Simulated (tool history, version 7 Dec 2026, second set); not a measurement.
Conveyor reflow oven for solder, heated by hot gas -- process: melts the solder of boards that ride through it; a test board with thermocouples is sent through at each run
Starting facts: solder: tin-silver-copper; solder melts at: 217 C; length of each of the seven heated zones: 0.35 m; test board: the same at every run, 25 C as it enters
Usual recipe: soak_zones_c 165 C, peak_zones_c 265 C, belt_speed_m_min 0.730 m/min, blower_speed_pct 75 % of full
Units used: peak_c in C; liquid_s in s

run 1 day=0.000 | soak_zones_c=165 peak_zones_c=265 belt_speed_m_min=0.730 blower_speed_pct=75 | peak_c=248.5 liquid_s=38.5
run 2 day=0.367 | soak_zones_c=165 peak_zones_c=265 belt_speed_m_min=0.730 blower_speed_pct=75 | peak_c=248.3 liquid_s=38.6
run 3 day=0.542 | soak_zones_c=165 peak_zones_c=265 belt_speed_m_min=0.730 blower_speed_pct=75 | peak_c=248.3 liquid_s=38.3
run 4 day=0.854 | soak_zones_c=165 peak_zones_c=265 belt_speed_m_min=0.730 blower_speed_pct=75 | peak_c=248.2 liquid_s=38.3
run 5 day=1.046 | soak_zones_c=165 peak_zones_c=265 belt_speed_m_min=0.730 blower_speed_pct=87 | peak_c=250.9 liquid_s=40.5
run 6 day=1.308 | soak_zones_c=165 peak_zones_c=265 belt_speed_m_min=0.730 blower_speed_pct=75 | peak_c=248.3 liquid_s=38.4
run 7 day=1.683 | soak_zones_c=173 peak_zones_c=265 belt_speed_m_min=0.730 blower_speed_pct=75 | peak_c=249.5 liquid_s=41.3
run 8 day=1.842 | soak_zones_c=173 peak_zones_c=265 belt_speed_m_min=0.730 blower_speed_pct=75 | peak_c=249.5 liquid_s=41.6
run 9 day=2.117 | soak_zones_c=165 peak_zones_c=265 belt_speed_m_min=0.814 blower_speed_pct=75 | peak_c=244.4 liquid_s=31.3
run 10 day=2.371 | soak_zones_c=165 peak_zones_c=265 belt_speed_m_min=0.730 blower_speed_pct=76 | peak_c=248.4 liquid_s=38.5
run 11 day=2.604 | soak_zones_c=165 peak_zones_c=265 belt_speed_m_min=0.730 blower_speed_pct=76 | peak_c=248.3 liquid_s=38.6
run 12 day=2.858 | soak_zones_c=165 peak_zones_c=265 belt_speed_m_min=0.730 blower_speed_pct=76 | peak_c=248.4 liquid_s=38.3
run 13 day=3.208 | soak_zones_c=165 peak_zones_c=265 belt_speed_m_min=0.730 blower_speed_pct=75 | peak_c=248.2 liquid_s=38.5
run 14 day=3.454 | soak_zones_c=165 peak_zones_c=265 belt_speed_m_min=0.730 blower_speed_pct=75 | peak_c=248.1 liquid_s=38.2
run 15 day=3.767 | soak_zones_c=165 peak_zones_c=265 belt_speed_m_min=0.730 blower_speed_pct=75 | peak_c=247.9 liquid_s=38.3
-- day=4.004 flux residue cleaned out of gas plates and filters
run 16 day=4.208 | soak_zones_c=165 peak_zones_c=267 belt_speed_m_min=0.664 blower_speed_pct=75 | peak_c=252.5 liquid_s=45.5
run 17 day=4.542 | soak_zones_c=165 peak_zones_c=265 belt_speed_m_min=0.860 blower_speed_pct=58 | peak_c=236.0 liquid_s=22.5
run 18 day=4.775 | soak_zones_c=165 peak_zones_c=265 belt_speed_m_min=0.860 blower_speed_pct=58 | peak_c=235.7 liquid_s=22.4
run 19 day=5.050 | soak_zones_c=165 peak_zones_c=265 belt_speed_m_min=0.860 blower_speed_pct=58 | peak_c=235.8 liquid_s=22.4
run 20 day=5.408 | soak_zones_c=155 peak_zones_c=277 belt_speed_m_min=0.797 blower_speed_pct=86 | peak_c=255.6 liquid_s=36.9
run 21 day=5.650 | soak_zones_c=159 peak_zones_c=276 belt_speed_m_min=0.632 blower_speed_pct=64 | peak_c=258.5 liquid_s=49.4
-- day=6.012 flux residue cleaned out of gas plates and filters, once more
run 22 day=6.042 | soak_zones_c=177 peak_zones_c=265 belt_speed_m_min=0.722 blower_speed_pct=74 | peak_c=251.0 liquid_s=44.1
run 23 day=6.312 | soak_zones_c=162 peak_zones_c=268 belt_speed_m_min=0.730 blower_speed_pct=66 | peak_c=248.8 liquid_s=37.9
run 24 day=6.675 | soak_zones_c=165 peak_zones_c=265 belt_speed_m_min=0.729 blower_speed_pct=75 | peak_c=249.2 liquid_s=39.3
run 25 day=6.962 | soak_zones_c=157 peak_zones_c=265 belt_speed_m_min=0.730 blower_speed_pct=75 | peak_c=247.9 liquid_s=36.8
run 26 day=7.212 | soak_zones_c=157 peak_zones_c=265 belt_speed_m_min=0.730 blower_speed_pct=75 | peak_c=247.7 liquid_s=36.7
run 27 day=7.408 | soak_zones_c=165 peak_zones_c=265 belt_speed_m_min=0.834 blower_speed_pct=51 | peak_c=235.7 liquid_s=23.1
run 28 day=7.746 | soak_zones_c=165 peak_zones_c=265 belt_speed_m_min=0.834 blower_speed_pct=51 | peak_c=235.8 liquid_s=22.9
run 29 day=8.096 | soak_zones_c=165 peak_zones_c=265 belt_speed_m_min=0.834 blower_speed_pct=51 | peak_c=236.0 liquid_s=22.8
run 30 day=8.354 | soak_zones_c=159 peak_zones_c=265 belt_speed_m_min=0.673 blower_speed_pct=51 | peak_c=243.3 liquid_s=35.9

What would each run have given without the hidden state, its run-to-run variation left as it was?
The hidden state here: heat that the gas passes to the board, % of a clean oven's; belt's true speed, % of the reading; true gas temperature in zones 6 and 7 over the reading, C; drift of the gauge itself on peak_c, C; drift of the gauge itself on liquid_s, %.
run=1 peak_c=249.3 liquid_s=39.2
run=2 peak_c=249.2 liquid_s=39.3
run=3 peak_c=249.2 liquid_s=39.0
run=4 peak_c=249.1 liquid_s=39.1
run=5 peak_c=251.8 liquid_s=41.3
run=6 peak_c=249.2 liquid_s=39.2
run=7 peak_c=250.4 liquid_s=42.0
run=8 peak_c=250.4 liquid_s=42.3
run=9 peak_c=245.6 liquid_s=32.2
run=10 peak_c=249.5 liquid_s=39.4
run=11 peak_c=249.4 liquid_s=39.5
run=12 peak_c=249.4 liquid_s=39.2
run=13 peak_c=249.3 liquid_s=39.5
run=14 peak_c=249.2 liquid_s=39.1
run=15 peak_c=249.1 liquid_s=39.2
run=16 peak_c=253.8 liquid_s=46.6
run=17 peak_c=237.6 liquid_s=24.1
run=18 peak_c=237.4 liquid_s=24.0
run=19 peak_c=237.6 liquid_s=24.0
run=20 peak_c=257.7 liquid_s=38.1
run=21 peak_c=260.0 liquid_s=50.4
run=22 peak_c=250.9 liquid_s=44.0
run=23 peak_c=248.7 liquid_s=37.7
run=24 peak_c=249.2 liquid_s=39.2
run=25 peak_c=247.9 liquid_s=36.7
run=26 peak_c=247.8 liquid_s=36.7
run=27 peak_c=235.7 liquid_s=23.1
run=28 peak_c=235.8 liquid_s=22.9
run=29 peak_c=236.1 liquid_s=22.9
run=30 peak_c=243.4 liquid_s=35.9
